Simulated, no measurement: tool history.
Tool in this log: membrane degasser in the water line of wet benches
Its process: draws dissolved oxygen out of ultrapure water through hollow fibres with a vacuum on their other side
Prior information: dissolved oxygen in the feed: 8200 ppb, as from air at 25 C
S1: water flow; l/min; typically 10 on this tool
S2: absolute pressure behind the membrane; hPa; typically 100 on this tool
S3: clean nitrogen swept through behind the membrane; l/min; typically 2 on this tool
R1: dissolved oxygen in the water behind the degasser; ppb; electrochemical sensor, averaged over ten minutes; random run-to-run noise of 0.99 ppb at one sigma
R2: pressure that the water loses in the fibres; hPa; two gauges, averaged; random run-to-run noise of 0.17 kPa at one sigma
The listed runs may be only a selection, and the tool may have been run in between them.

{"run": 1, "hour": 0.0, "S1": 10, "S2": 100, "S3": 2, "R1": 102.1, "R2": 255.5}
{"run": 2, "hour": 54.7, "S1": 10, "S2": 100, "S3": 2, "R1": 101.4, "R2": 251.6}
{"run": 3, "hour": 100.8, "S1": 10, "S2": 100, "S3": 2, "R1": 101.6, "R2": 253.2}
{"run": 4, "hour": 159.7, "S1": 10, "S2": 100, "S3": 2, "R1": 102.9, "R2": 253}
{"run": 5, "hour": 213.7, "S1": 10, "S2": 100, "S3": 2, "R1": 103.1, "R2": 253.2}
{"run": 6, "hour": 247.3, "S1": 10, "S2": 100, "S3": 2, "R1": 101.6, "R2": 253}
{"run": 7, "hour": 296.4, "S1": 10, "S2": 100, "S3": 2, "R1": 102, "R2": 253.6}
{"run": 8, "hour": 352.4, "S1": 10, "S2": 100, "S3": 2, "R1": 102.7, "R2": 252}
{"run": 9, "hour": 424.0, "S1": 10, "S2": 100, "S3": 2, "R1": 101.9, "R2": 253.7}
{"run": 10, "hour": 491.6, "S1": 10, "S2": 100, "S3": 2, "R1": 101.9, "R2": 256.5}
{"run": 11, "hour": 550.9, "S1": 10, "S2": 100, "S3": 2, "R1": 102.5, "R2": 255.5}
{"run": 12, "hour": 585.8, "S1": 10, "S2": 100, "S3": 2, "R1": 103.3, "R2": 254.1}
{"run": 13, "hour": 635.0, "S1": 6, "S2": 100, "S3": 2, "R1": 57.4, "R2": 151.4}
{"run": 14, "hour": 683.7, "S1": 10, "S2": 100, "S3": 2, "R1": 102.6, "R2": 253.1}
{"run": 15, "hour": 738.1, "S1": 10, "S2": 100, "S3": 2, "R1": 101.3, "R2": 255.8}
{"run": 16, "hour": 804.0, "S1": 10, "S2": 100, "S3": 2.75, "R1": 77.9, "R2": 254.2}
{"run": 17, "hour": 837.5, "S1": 10, "S2": 100, "S3": 2.75, "R1": 79.2, "R2": 255.1}
{"run": 18, "hour": 884.4, "S1": 7, "S2": 100, "S3": 1.35, "R1": 98.7, "R2": 180.6}
{"run": 19, "hour": 947.7, "S1": 12, "S2": 159, "S3": 0.92, "R1": 399.6, "R2": 308.4}
{"hour": 951.7, "done": "vacuum gauge calibrated"}
{"run": 20, "hour": 1005.3, "S1": 10, "S2": 100, "S3": 3.52, "R1": 65.7, "R2": 257.5}
{"run": 21, "hour": 1037.3, "S1": 10, "S2": 100, "S3": 3.52, "R1": 66.8, "R2": 257.3}
{"run": 22, "hour": 1094.7, "S1": 9, "S2": 158, "S3": 2, "R1": 157.7, "R2": 228.1}
{"run": 23, "hour": 1165.1, "S1": 9, "S2": 158, "S3": 4.01, "R1": 85.2, "R2": 234.8}
{"run": 24, "hour": 1225.1, "S1": 13, "S2": 155, "S3": 4.01, "R1": 132.6, "R2": 333.3}
{"hour": 1255.4, "done": "vacuum gauge calibrated, once more"}
{"run": 25, "hour": 1288.1, "S1": 13, "S2": 164, "S3": 2.26, "R1": 211.7, "R2": 333.3}
{"run": 26, "hour": 1334.4, "S1": 6, "S2": 100, "S3": 1.2, "R1": 88.8, "R2": 153.7}
{"run": 27, "hour": 1388.5, "S1": 10, "S2": 69, "S3": 1.95, "R1": 61.4, "R2": 256.6}
{"run": 28, "hour": 1461.4, "S1": 11, "S2": 64, "S3": 1, "R1": 102.2, "R2": 282.2}

Predict the results of run 29:
{"run": 29, "hour": 1531.2, "S1": 11, "S2": 64, "S3": 1, "R1": "?", "R2": "?"}

R1: 102.9 ppb
R2: 283.3 hPa
The same run, on a tool lacking any hidden state, would have yielded R1 98.5 ppb, R2 277.7 hPa.
